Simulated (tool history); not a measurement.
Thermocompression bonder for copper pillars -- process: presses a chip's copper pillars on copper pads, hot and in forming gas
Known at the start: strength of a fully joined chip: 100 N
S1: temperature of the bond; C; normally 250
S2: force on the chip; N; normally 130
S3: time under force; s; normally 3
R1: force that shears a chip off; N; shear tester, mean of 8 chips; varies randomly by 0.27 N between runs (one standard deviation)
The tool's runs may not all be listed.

Run 1, hour 0.0: usual settings. Result: R1 42.0 N.
Run 2, hour 16.9: usual settings. Result: R1 41.7 N.
Run 3, hour 26.3: usual settings. Result: R1 42.3 N.
Run 4, hour 36.6: usual settings but S3 5 s. Result: R1 50.2 N.
Run 5, hour 50.5: usual settings but S3 5 s. Result: R1 51.3 N.
Run 6, hour 62.5: usual settings. Result: R1 42.2 N.
Run 7, hour 81.5: usual settings. Result: R1 41.8 N.
Run 8, hour 93.9: usual settings. Result: R1 41.7 N.
Run 9, hour 106.2: usual settings. Result: R1 42.0 N.
Run 10, hour 117.2: usual settings. Result: R1 42.4 N.
Run 11, hour 134.1: usual settings. Result: R1 42.2 N.
Run 12, hour 146.7: usual settings. Result: R1 41.9 N.
Run 13, hour 158.4: usual settings but S3 2 s. Result: R1 35.8 N.
Run 14, hour 179.2: usual settings but S3 2 s. Result: R1 35.4 N.
Run 15, hour 193.9: usual settings. Result: R1 41.5 N.
Run 16, hour 205.1: usual settings. Result: R1 42.1 N.
Run 17, hour 215.1: usual settings but S1 237 C, S2 91 N, S3 7 s. Result: R1 38.2 N.
Run 18, hour 230.0: usual settings but S1 237 C, S2 91 N, S3 7 s. Result: R1 38.2 N.
Run 19, hour 239.6: usual settings but S1 237 C, S2 91 N, S3 7 s. Result: R1 38.5 N.
Run 20, hour 251.2: usual settings but S1 221 C, S2 192 N. Result: R1 38.0 N.
Run 21, hour 268.6: usual settings but S1 221 C, S2 192 N. Result: R1 38.1 N.
Run 22, hour 283.1: usual settings but S1 221 C, S2 192 N. Result: R1 38.2 N.
Run 23, hour 293.7: usual settings but S1 276 C, S2 85 N. Result: R1 42.0 N.
Run 24, hour 311.3: usual settings but S1 227 C, S2 120 N, S3 2 s. Result: R1 25.1 N.
Run 25, hour 323.5: usual settings but S1 256 C, S2 160 N, S3 4 s. Result: R1 56.7 N.
Run 26, hour 344.2: usual settings but S2 172 N, S3 6 s. Result: R1 63.0 N.
Run 27, hour 362.5: usual settings but S3 2 s. Result: R1 35.9 N.
Run 28, hour 376.5: usual settings but S2 165 N, S3 4 s. Result: R1 54.5 N.
Run 29, hour 385.3: usual settings but S1 246 C, S2 169 N, S3 4 s. Result: R1 52.9 N.
Run 30, hour 400.1: usual settings but S1 280 C. Result: R1 57.4 N.
Run 31, hour 411.0: usual settings but S1 249 C, S2 159 N, S3 2 s. Result: R1 41.3 N.

Each row is a separate what-if for the run after 31, all from the same tool condition, not one after another. Results?
Run A, hour 421.9: usual settings but S1 249 C, S2 128 N, S3 2 s. Result: R1 ?.
Run B, hour 421.9: usual settings but S1 270 C, S2 159 N, S3 9 s. Result: R1 ?.
Run C, hour 421.9: usual settings but S1 230 C, S2 121 N, S3 2 s. Result: R1 ?.

run    R1
  A  34.5
  B  78.5
  C  25.9
The same runs, with their run-to-run variation unchanged, on a tool lacking any hidden condition would have given:
run    R1
  A  34.5
  B  78.6
  C  25.8

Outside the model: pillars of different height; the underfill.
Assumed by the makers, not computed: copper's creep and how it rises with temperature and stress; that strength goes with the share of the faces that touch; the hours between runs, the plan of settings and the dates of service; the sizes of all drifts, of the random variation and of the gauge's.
